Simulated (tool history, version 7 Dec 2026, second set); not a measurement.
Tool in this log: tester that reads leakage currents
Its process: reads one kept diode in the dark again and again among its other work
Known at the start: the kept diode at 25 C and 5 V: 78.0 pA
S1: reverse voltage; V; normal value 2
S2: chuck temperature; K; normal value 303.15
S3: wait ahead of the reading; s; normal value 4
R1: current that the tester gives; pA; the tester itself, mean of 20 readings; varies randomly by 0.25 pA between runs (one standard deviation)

{"run": 1, "hour": 0.0, "S1": 2, "S2": 303.15, "S3": 4, "R1": 82.89}
{"run": 2, "hour": 54.5, "S1": 2, "S2": 303.15, "S3": 4, "R1": 83.24}
{"run": 3, "hour": 172.1, "S1": 2, "S2": 303.15, "S3": 4, "R1": 83.16}
{"run": 4, "hour": 262.1, "S1": 1.13, "S2": 303.15, "S3": 4, "R1": 67.34}
{"run": 5, "hour": 323.8, "S1": 1.13, "S2": 303.15, "S3": 4, "R1": 68.21}
{"run": 6, "hour": 440.7, "S1": 2, "S2": 303.15, "S3": 4, "R1": 83.05}
{"run": 7, "hour": 527.5, "S1": 5.04, "S2": 303.15, "S3": 4, "R1": 115.93}
{"run": 8, "hour": 591.3, "S1": 5.04, "S2": 303.15, "S3": 6.14, "R1": 115.57}
{"run": 9, "hour": 642.9, "S1": 5.04, "S2": 303.15, "S3": 6.14, "R1": 114.99}
{"run": 10, "hour": 695.8, "S1": 5.04, "S2": 303.15, "S3": 6.14, "R1": 115.5}
{"run": 11, "hour": 808.4, "S1": 17.96, "S2": 303.15, "S3": 6.14, "R1": 180.17}
{"run": 12, "hour": 877.0, "S1": 2, "S2": 303.15, "S3": 1.45, "R1": 83.49}
{"run": 13, "hour": 981.5, "S1": 2, "S2": 303.15, "S3": 1.45, "R1": 83.09}
{"run": 14, "hour": 1075.1, "S1": 2, "S2": 303.15, "S3": 4, "R1": 83.14}
{"run": 15, "hour": 1149.7, "S1": 2, "S2": 303.15, "S3": 4, "R1": 82.9}
{"run": 16, "hour": 1220.0, "S1": 2, "S2": 303.15, "S3": 4, "R1": 82.97}
{"run": 17, "hour": 1291.6, "S1": 2, "S2": 298.15, "S3": 4, "R1": 56.71}
{"run": 18, "hour": 1397.8, "S1": 2, "S2": 298.15, "S3": 4, "R1": 56.37}
{"run": 19, "hour": 1453.4, "S1": 2, "S2": 298.15, "S3": 4, "R1": 56.83}
{"hour": 1482.2, "done": "probe card cleaned and baked"}
{"run": 20, "hour": 1544.1, "S1": 2, "S2": 303.15, "S3": 4, "R1": 83.09}
{"run": 21, "hour": 1663.9, "S1": 2.13, "S2": 303.15, "S3": 4, "R1": 84.72}
{"run": 22, "hour": 1737.9, "S1": 6.26, "S2": 313.15, "S3": 8.31, "R1": 257.6}
{"hour": 1816.3, "done": "chuck's temperature calibrated"}
{"run": 23, "hour": 1832.1, "S1": 1.71, "S2": 321.15, "S3": 2.8, "R1": 282.18}
{"run": 24, "hour": 1885.4, "S1": 2, "S2": 331.15, "S3": 0.64, "R1": 574.26}
{"run": 25, "hour": 1995.1, "S1": 2, "S2": 331.15, "S3": 0.64, "R1": 571.75}
{"run": 26, "hour": 2082.5, "S1": 4.47, "S2": 303.15, "S3": 3.06, "R1": 110.19}
{"run": 27, "hour": 2187.5, "S1": 5.47, "S2": 303.15, "S3": 0.88, "R1": 120.33}
{"run": 28, "hour": 2287.9, "S1": 2, "S2": 293.15, "S3": 0.53, "R1": 38.97}
{"run": 29, "hour": 2395.2, "S1": 2, "S2": 293.15, "S3": 0.53, "R1": 39.24}
{"run": 30, "hour": 2519.8, "S1": 2, "S2": 293.15, "S3": 0.53, "R1": 39.23}
{"run": 31, "hour": 2624.7, "S1": 4.98, "S2": 293.15, "S3": 1.43, "R1": 53.44}
{"run": 32, "hour": 2721.9, "S1": 4.98, "S2": 293.15, "S3": 1.43, "R1": 53.47}
{"run": 33, "hour": 2794.2, "S1": 11.54, "S2": 307.15, "S3": 1.16, "R1": 210.67}
{"run": 34, "hour": 2880.1, "S1": 11.48, "S2": 294.15, "S3": 0.3, "R1": 87.89}
{"run": 35, "hour": 3000.3, "S1": 2, "S2": 316.15, "S3": 0.31, "R1": 214.45}

Expected results for the next run?
{"run": 36, "hour": 3057.8, "S1": 8.05, "S2": 316.15, "S3": 0.49, "R1": "?"}

{"run 36": {"R1": 351.59}}
On a tool with no hidden condition, and with the same random variation, this run would have come out at R1 351.67 pA.
